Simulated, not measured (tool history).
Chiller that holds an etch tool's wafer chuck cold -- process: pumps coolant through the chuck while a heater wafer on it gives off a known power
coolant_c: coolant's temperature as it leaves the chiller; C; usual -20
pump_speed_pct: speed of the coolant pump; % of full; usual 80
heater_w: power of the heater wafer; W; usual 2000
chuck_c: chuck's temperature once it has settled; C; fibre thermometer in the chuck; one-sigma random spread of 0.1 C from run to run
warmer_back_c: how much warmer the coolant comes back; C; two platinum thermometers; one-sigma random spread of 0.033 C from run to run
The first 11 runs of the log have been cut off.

{"run": 12, "hour": 392.0, "coolant_c": -20, "pump_speed_pct": 83, "heater_w": 2000, "chuck_c": -7.5, "warmer_back_c": 4.45}
{"run": 13, "hour": 435.7, "coolant_c": -20, "pump_speed_pct": 83, "heater_w": 2000, "chuck_c": -7.6, "warmer_back_c": 4.37}
{"run": 14, "hour": 465.2, "coolant_c": -20, "pump_speed_pct": 83, "heater_w": 2000, "chuck_c": -7.5, "warmer_back_c": 4.44}
{"run": 15, "hour": 496.1, "coolant_c": -20, "pump_speed_pct": 83, "heater_w": 2000, "chuck_c": -7.5, "warmer_back_c": 4.34}
{"run": 16, "hour": 543.8, "coolant_c": -20, "pump_speed_pct": 83, "heater_w": 2000, "chuck_c": -7.4, "warmer_back_c": 4.37}
{"run": 17, "hour": 581.4, "coolant_c": -22, "pump_speed_pct": 80, "heater_w": 1277, "chuck_c": -13.8, "warmer_back_c": 2.81}
{"run": 18, "hour": 620.5, "coolant_c": -22, "pump_speed_pct": 80, "heater_w": 1553, "chuck_c": -12, "warmer_back_c": 3.46}
{"run": 19, "hour": 662.6, "coolant_c": -29, "pump_speed_pct": 80, "heater_w": 2000, "chuck_c": -16.1, "warmer_back_c": 4.53}
{"run": 20, "hour": 687.7, "coolant_c": -29, "pump_speed_pct": 80, "heater_w": 2000, "chuck_c": -16, "warmer_back_c": 4.46}
{"run": 21, "hour": 726.1, "coolant_c": -29, "pump_speed_pct": 80, "heater_w": 2000, "chuck_c": -16, "warmer_back_c": 4.51}
{"hour": 737.9, "done": "gauge calibrated"}
{"run": 22, "hour": 753.0, "coolant_c": -20, "pump_speed_pct": 91, "heater_w": 1996, "chuck_c": -8.4, "warmer_back_c": 4.16}
{"run": 23, "hour": 797.3, "coolant_c": -24, "pump_speed_pct": 80, "heater_w": 2000, "chuck_c": -11.1, "warmer_back_c": 4.74}
{"run": 24, "hour": 839.2, "coolant_c": -13, "pump_speed_pct": 61, "heater_w": 2000, "chuck_c": 3.1, "warmer_back_c": 6.6}
{"run": 25, "hour": 866.0, "coolant_c": -24, "pump_speed_pct": 79, "heater_w": 2000, "chuck_c": -10.7, "warmer_back_c": 4.85}
{"run": 26, "hour": 900.2, "coolant_c": -24, "pump_speed_pct": 79, "heater_w": 2000, "chuck_c": -10.9, "warmer_back_c": 4.85}
{"run": 27, "hour": 938.6, "coolant_c": -24, "pump_speed_pct": 79, "heater_w": 2000, "chuck_c": -11, "warmer_back_c": 4.76}
{"run": 28, "hour": 971.9, "coolant_c": -24, "pump_speed_pct": 79, "heater_w": 2000, "chuck_c": -10.9, "warmer_back_c": 4.77}
{"run": 29, "hour": 1005.5, "coolant_c": -18, "pump_speed_pct": 75, "heater_w": 1203, "chuck_c": -9.7, "warmer_back_c": 3}
{"run": 30, "hour": 1056.3, "coolant_c": -20, "pump_speed_pct": 88, "heater_w": 2126, "chuck_c": -7.3, "warmer_back_c": 4.43}
{"run": 31, "hour": 1083.3, "coolant_c": -20, "pump_speed_pct": 91, "heater_w": 2758, "chuck_c": -3.9, "warmer_back_c": 5.59}
{"run": 32, "hour": 1135.2, "coolant_c": -20, "pump_speed_pct": 80, "heater_w": 2834, "chuck_c": -1.7, "warmer_back_c": 6.6}

Here are 3 independent what-if runs from the current tool condition. What would each one return?
{"run": "A", "hour": 1174.3, "coolant_c": -20, "pump_speed_pct": 75, "heater_w": 1372, "chuck_c": "?", "warmer_back_c": "?"}
{"run": "B", "hour": 1174.3, "coolant_c": -22, "pump_speed_pct": 90, "heater_w": 2387, "chuck_c": "?", "warmer_back_c": "?"}
{"run": "C", "hour": 1174.3, "coolant_c": -26, "pump_speed_pct": 67, "heater_w": 2834, "chuck_c": "?", "warmer_back_c": "?"}

run=A chuck_c=-10.6 warmer_back_c=3.33
run=B chuck_c=-8.1 warmer_back_c=4.84
run=C chuck_c=-4.6 warmer_back_c=8.17
Take away the tool's hidden state, keep each run's random variation, and the runs would have read:
run=A chuck_c=-10.6 warmer_back_c=3.53
run=B chuck_c=-8.2 warmer_back_c=5.04
run=C chuck_c=-4.7 warmer_back_c=8.37

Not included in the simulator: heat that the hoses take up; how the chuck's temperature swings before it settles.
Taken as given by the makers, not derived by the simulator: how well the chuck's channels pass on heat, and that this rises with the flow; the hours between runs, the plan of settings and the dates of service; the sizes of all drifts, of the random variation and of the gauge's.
